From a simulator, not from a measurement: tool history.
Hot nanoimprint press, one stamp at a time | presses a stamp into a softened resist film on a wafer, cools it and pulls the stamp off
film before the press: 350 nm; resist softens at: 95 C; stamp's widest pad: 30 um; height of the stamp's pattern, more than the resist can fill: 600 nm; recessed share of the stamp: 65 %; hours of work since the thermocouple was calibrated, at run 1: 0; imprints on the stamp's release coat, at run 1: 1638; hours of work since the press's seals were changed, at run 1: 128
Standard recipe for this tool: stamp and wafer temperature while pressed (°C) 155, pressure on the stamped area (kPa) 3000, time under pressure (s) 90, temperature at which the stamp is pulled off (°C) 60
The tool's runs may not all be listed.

run	hour	stamp and wafer temperature while pressed (°C)	pressure on the stamped area (kPa)	time under pressure (s)	temperature at which the stamp is pulled off (°C)	hours of work since the thermocouple was calibrated	imprints on the stamp's release coat	hours of work since the press's seals were changed	resist left under the stamp's widest pad (Å)	greatest force while the stamp is pulled off (N)
1	0.0	155	3000	90	60	0	1638	128	2054	111
# hour 11.5: stamp cleaned and given a new release coat
2	95.8	155	3000	90	60	54	186	182	2051	106
3	158.1	154	3000	90	60	91	323	219	2159	103
4	228.5	155	3000	90	60	134	478	261	2030	101
5	320.2	155	3000	90	60	189	680	316	2073	106
6	412.5	155	3000	90	60	244	884	372	2067	100
7	465.2	155	3000	63	60	276	1000	404	2289	104
8	519.7	155	3000	63	60	308	1120	436	2314	105
9	572.7	155	3000	63	60	340	1236	468	2296	104
10	619.6	155	3000	63	60	368	1340	496	2300	103
11	700.4	155	3000	90	60	417	1518	545	2062	105
# hour 745.8: plate thermocouple calibrated
# hour 768.5: stamp cleaned and given a new release coat
12	806.1	165	3000	90	60	33	83	603	1537	98
13	854.1	165	3000	90	60	61	188	632	1531	103
14	927.1	165	3000	90	60	105	349	675	1529	102
15	975.4	165	3000	90	60	134	456	704	1520	105
16	1025.7	165	3000	90	46	164	566	735	1552	113
17	1079.1	155	2260	90	47	196	684	767	2328	114
18	1122.3	155	2260	88	64	222	779	793	2351	101
19	1220.0	155	2260	54	64	281	994	851	2624	100
20	1264.4	155	1900	90	63	308	1092	878	2457	108
21	1357.4	155	4270	90	60	364	1297	934	1764	102
22	1429.1	149	3510	75	68	407	1455	977	2410	99
# hour 1499.2: plate thermocouple calibrated
23	1515.6	149	3510	75	68	10	1639	1027	2396	99
# hour 1528.5: stamp cleaned and given a new release coat
24	1604.3	149	3510	75	68	59	167	1077	2410	99
25	1689.3	149	3200	51	59	111	354	1128	2713	103
26	1780.8	155	2050	90	60	165	556	1183	2384	104
27	1836.4	155	2050	90	60	199	678	1216	2399	109
# hour 1897.8: press's hydraulic seals changed and the load cell set to zero
28	1932.3	155	2050	57	47	252	872	21	2683	114
29	2015.5	155	2050	57	47	302	1055	71	2646	112

Hidden state at the last listed run before each entry between runs and at the first one after, where it differs:
After run 1, before run 2: stamp cleaned and given a new release coat (hour 11.5)
  true temperature over the reading, C: 0 -> -0.01; pressure that arrives at the usual setting, %: 100.02 -> 100; grip of the stamp's worn release coat, % over a new coat's: 2 -> 0.2
After run 11, before run 12: plate thermocouple calibrated (hour 745.8); stamp cleaned and given a new release coat (hour 768.5)
  true temperature over the reading, C: -0.12 -> -0.01; pressure that arrives at the usual setting, %: 99.91 -> 99.89; grip of the stamp's worn release coat, % over a new coat's: 1.9 -> 0.1
After run 22, before run 23: plate thermocouple calibrated (hour 1499.2)
  true temperature over the reading, C: -0.13 -> 0; pressure that arrives at the usual setting, %: 99.79 -> 99.78; grip of the stamp's worn release coat, % over a new coat's: 1.8 -> 2
After run 23, before run 24: stamp cleaned and given a new release coat (hour 1528.5)
  true temperature over the reading, C: 0 -> -0.02; pressure that arrives at the usual setting, %: 99.78 -> 99.76; grip of the stamp's worn release coat, % over a new coat's: 2 -> 0.2
After run 27, before run 28: press's hydraulic seals changed and the load cell set to zero (hour 1897.8)
  true temperature over the reading, C: -0.06 -> -0.08; pressure that arrives at the usual setting, %: 99.72 -> 100.01; grip of the stamp's worn release coat, % over a new coat's: 0.8 -> 1.1
